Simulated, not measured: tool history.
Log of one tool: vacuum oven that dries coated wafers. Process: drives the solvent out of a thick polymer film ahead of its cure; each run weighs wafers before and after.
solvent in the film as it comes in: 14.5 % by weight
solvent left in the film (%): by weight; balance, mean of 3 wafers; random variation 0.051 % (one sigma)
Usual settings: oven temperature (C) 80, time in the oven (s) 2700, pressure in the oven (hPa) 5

run,hour,oven temperature (C),time in the oven (s),pressure in the oven (hPa),solvent left in the film (%)
1,0,80,2700,5,0.97
2,22.6,80,2700,5,0.97
3,39.6,80,1440,5,2.67
4,60.4,80,2700,5,1.09
5,78.4,81,2700,5,0.83
6,105.9,81,2700,5,0.83
7,128.7,80,2700,5,0.96
8,153.4,80,2700,5,0.93
# hour 171: oven's thermocouples calibrated
9,177.5,80,2700,9.98,1.22
10,189,80,2700,5,0.88
11,214.5,80,2700,5,0.86
12,231.6,80,2700,5,0.91
13,254.8,80,2700,5,0.96
# hour 257.6: vacuum gauge cleaned of residue and calibrated
14,278,80,2700,5,0.94
15,304.6,80,2700,5,0.99
16,317.6,80,2700,5,0.96
17,336.5,80,2700,5,0.98
# hour 348.2: vacuum gauge cleaned of residue and calibrated, once more
18,362.3,80,2700,5,0.89
19,378.8,80,2700,5,0.89
20,395.7,85,2700,5,0.4
21,407.7,85,2700,9.62,0.81
22,427.2,85,2400,6.19,0.6
23,440.6,78,4380,11.36,0.97
24,467.5,67,1620,8.87,6.62
25,491.9,67,1620,8.87,6.69
26,514.3,67,1620,8.87,6.61
27,541.1,85,2100,7.89,0.92
28,566.9,90,2100,16.21,0.94
29,580.8,94,2100,3.73,0.18
30,595.6,94,2100,3.73,0.17
31,610.5,74,1920,10.2,3.87
32,632.3,80,2700,4.16,0.96
33,651.5,82,2700,8.57,0.92
34,678,83,1860,7.81,1.34
35,689.6,80,2520,5,1.09
36,715.1,66,2220,5,5.53
37,742.1,88,2700,12.17,0.69
38,770,67,3000,6.31,4.04
39,782.3,67,3000,6.31,4.13
40,796.6,69,3300,2.65,2.67

Some steps in solvent left in the film (%) between neighbouring runs. How much of each would the tool show without its hidden state too (settings, what came in, random variation), and how much is left for the hidden state, with any gauge scatter that isn't in both results?
The hidden state here: true wafer temperature over the reading, C; true pressure over the reading, kPa; drift of the gauge itself on solvent_pct, %.
Run 23 -> 24: oven temperature (C) 78 -> 67, time in the oven (s) 4380 -> 1620, pressure in the oven (hPa) 11.36 -> 8.87. solvent left in the film (%) +5.65: hidden state +0.32, all else +5.33.
Run 26 -> 27: oven temperature (C) 67 -> 85, time in the oven (s) 1620 -> 2100, pressure in the oven (hPa) 8.87 -> 7.89. solvent left in the film (%) -5.69: hidden state -0.29, all else -5.4.
Run 30 -> 31: oven temperature (C) 94 -> 74, time in the oven (s) 2100 -> 1920, pressure in the oven (hPa) 3.73 -> 10.2. solvent left in the film (%) +3.7: hidden state +0.43, all else +3.27.
Run 36 -> 37: oven temperature (C) 66 -> 88, time in the oven (s) 2220 -> 2700, pressure in the oven (hPa) 5 -> 12.17. solvent left in the film (%) -4.84: hidden state -0.46, all else -4.38.
Run 37 -> 38: oven temperature (C) 88 -> 67, time in the oven (s) 2700 -> 3000, pressure in the oven (hPa) 12.17 -> 6.31. solvent left in the film (%) +3.35: hidden state +0.48, all else +2.87.

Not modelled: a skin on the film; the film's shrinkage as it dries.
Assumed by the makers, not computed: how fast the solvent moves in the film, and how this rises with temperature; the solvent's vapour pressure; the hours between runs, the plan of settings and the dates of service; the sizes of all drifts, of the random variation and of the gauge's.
